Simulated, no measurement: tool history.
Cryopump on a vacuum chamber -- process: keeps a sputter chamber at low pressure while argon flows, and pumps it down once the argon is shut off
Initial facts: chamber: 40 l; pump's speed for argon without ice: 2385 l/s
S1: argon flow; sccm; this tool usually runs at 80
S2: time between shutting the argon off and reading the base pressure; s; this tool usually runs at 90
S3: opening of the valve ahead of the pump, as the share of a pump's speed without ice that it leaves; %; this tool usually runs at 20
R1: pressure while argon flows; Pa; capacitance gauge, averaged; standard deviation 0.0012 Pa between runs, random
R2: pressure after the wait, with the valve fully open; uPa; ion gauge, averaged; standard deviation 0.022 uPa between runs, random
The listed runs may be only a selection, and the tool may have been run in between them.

Run 1, day 0.000: usual settings. Result: R1 0.2860 Pa, R2 1.01 uPa.
Run 2, day 1.575: usual settings but S1 46 sccm. Result: R1 0.1657 Pa, R2 1.07 uPa.
Run 3, day 2.642: usual settings but S1 46 sccm. Result: R1 0.1656 Pa, R2 1.10 uPa.
Run 4, day 4.346: usual settings but S1 46 sccm. Result: R1 0.1658 Pa, R2 1.18 uPa.
Run 5, day 5.721: usual settings but S1 46 sccm. Result: R1 0.1681 Pa, R2 1.20 uPa.
Run 6, day 7.612: usual settings but S1 46 sccm. Result: R1 0.1694 Pa, R2 1.23 uPa.
Run 7, day 10.238: usual settings but S1 101 sccm. Result: R1 0.3786 Pa, R2 1.33 uPa.
Run 8, day 11.933: usual settings but S1 101 sccm. Result: R1 0.3793 Pa, R2 1.39 uPa.
Run 9, day 13.021: usual settings but S1 101 sccm. Result: R1 0.3815 Pa, R2 1.41 uPa.
Run 10, day 14.525: usual settings but S1 101 sccm. Result: R1 0.3874 Pa, R2 1.54 uPa.
Run 11, day 16.188: usual settings but S1 101 sccm. Result: R1 0.3920 Pa, R2 1.60 uPa.
Run 12, day 18.517: usual settings but S3 52 %. Result: R1 0.1400 Pa, R2 1.77 uPa.
At day 19.338: pump warmed up, emptied and cooled again.
Run 13, day 19.933: usual settings but S3 49 %. Result: R1 0.1168 Pa, R2 1.29 uPa.
Run 14, day 21.954: usual settings. Result: R1 0.2881 Pa, R2 1.37 uPa.
Run 15, day 24.538: usual settings. Result: R1 0.2918 Pa, R2 1.52 uPa.
Run 16, day 26.829: usual settings but S3 35 %. Result: R1 0.1718 Pa, R2 1.60 uPa.
Run 17, day 28.025: usual settings but S3 35 %. Result: R1 0.1719 Pa, R2 1.62 uPa.
Run 18, day 30.208: usual settings but S2 34 s, S3 24 %. Result: R1 0.2503 Pa, R2 2.47 uPa.
Run 19, day 32.771: usual settings but S2 34 s, S3 24 %. Result: R1 0.2540 Pa, R2 2.54 uPa.
Run 20, day 34.454: usual settings but S1 157 sccm, S2 37 s, S3 34 %. Result: R1 0.3702 Pa, R2 2.67 uPa.
Run 21, day 36.354: usual settings but S1 157 sccm, S2 37 s, S3 34 %. Result: R1 0.3753 Pa, R2 2.70 uPa.
Run 22, day 37.892: usual settings but S1 157 sccm, S2 37 s, S3 34 %. Result: R1 0.3837 Pa, R2 2.84 uPa.

Expected results for the next run?
At day 39.567: pump warmed up, emptied and cooled again.
Run 23, day 39.808: usual settings but S1 157 sccm, S2 37 s, S3 34 %. Result: R1 ?, R2 ?.

Run 23 measured R1 0.3302 Pa, R2 2.20 uPa.
Were there no unlogged condition in the tool, this run, its random variation unchanged, would have produced R1 0.3273 Pa, R2 1.17 uPa.
